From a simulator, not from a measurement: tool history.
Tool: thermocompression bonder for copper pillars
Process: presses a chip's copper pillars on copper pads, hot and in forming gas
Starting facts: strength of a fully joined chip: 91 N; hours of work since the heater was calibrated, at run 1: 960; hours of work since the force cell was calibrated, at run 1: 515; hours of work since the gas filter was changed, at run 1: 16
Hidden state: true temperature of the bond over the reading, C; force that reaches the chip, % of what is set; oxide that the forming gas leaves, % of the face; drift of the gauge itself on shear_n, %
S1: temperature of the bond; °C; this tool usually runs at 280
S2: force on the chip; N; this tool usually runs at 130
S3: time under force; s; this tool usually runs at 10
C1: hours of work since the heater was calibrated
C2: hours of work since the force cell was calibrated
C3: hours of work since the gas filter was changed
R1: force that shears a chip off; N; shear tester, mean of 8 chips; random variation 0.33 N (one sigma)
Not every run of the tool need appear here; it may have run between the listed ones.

run	hour	S1	S2	S3	C1	C2	C3	R1
1	0	280	130	10	960	515	16	33.6
2	18.1	280	130	10	968	523	25	34.1
3	55.9	280	130	10	986	541	43	33
4	89.7	280	130	10	1002	557	59	33.9
5	112.7	280	87	10	1013	568	70	20
6	147.3	280	130	10	1030	585	86	32.8
7	163.5	280	130	10	1037	592	94	32.3
8	202.2	280	84	10	1056	611	112	19.3
9	227.9	280	84	10	1068	623	124	18.9
10	256.8	280	84	10	1082	637	138	19.2
11	277.3	280	84	10	1091	646	148	19.2
12	315.4	280	84	10	1110	664	166	18.5
13	353	280	84	10	1127	682	184	18.5
# hour 358.2: force cell calibrated
14	385.7	259	130	10	1142	13	199	23.4
# hour 400.1: forming gas filter changed
15	418.5	259	130	10	1158	28	9	26.9
16	442.7	259	130	10	1169	40	20	26.3
17	465.1	290	193	20	1180	51	31	64.8
18	501.5	290	79	20	1197	68	48	26.8
19	537.5	296	85	18	1214	85	65	30.5
20	553.6	270	130	15	1222	93	73	33.1
21	570.4	270	130	15	1230	101	81	34.3
# hour 574.8: force cell calibrated, once more
22	592.2	280	130	15	1239	8	91	37.8
23	620.6	280	130	15	1253	22	104	37.9
24	645.2	297	130	10	1265	33	116	37.6
25	673.8	280	172	28	1278	47	129	58.4
26	700.6	300	90	10	1291	60	142	25.5
27	727.6	300	90	10	1304	73	155	25.8
28	764.9	279	90	10	1322	90	173	19.6

3 options for the next run, each taken on its own from the tool as it stands now. Forecast them:
A	782.4	275	84	5	1330	99	181	?
B	782.4	300	112	6	1330	99	181	?
C	782.4	267	129	10	1330	99	181	?

run	R1
A	12.8
B	26
C	26.8
Without the tool's unlogged condition, the same runs would have read:
run	R1
A	15
B	30.3
C	31.4
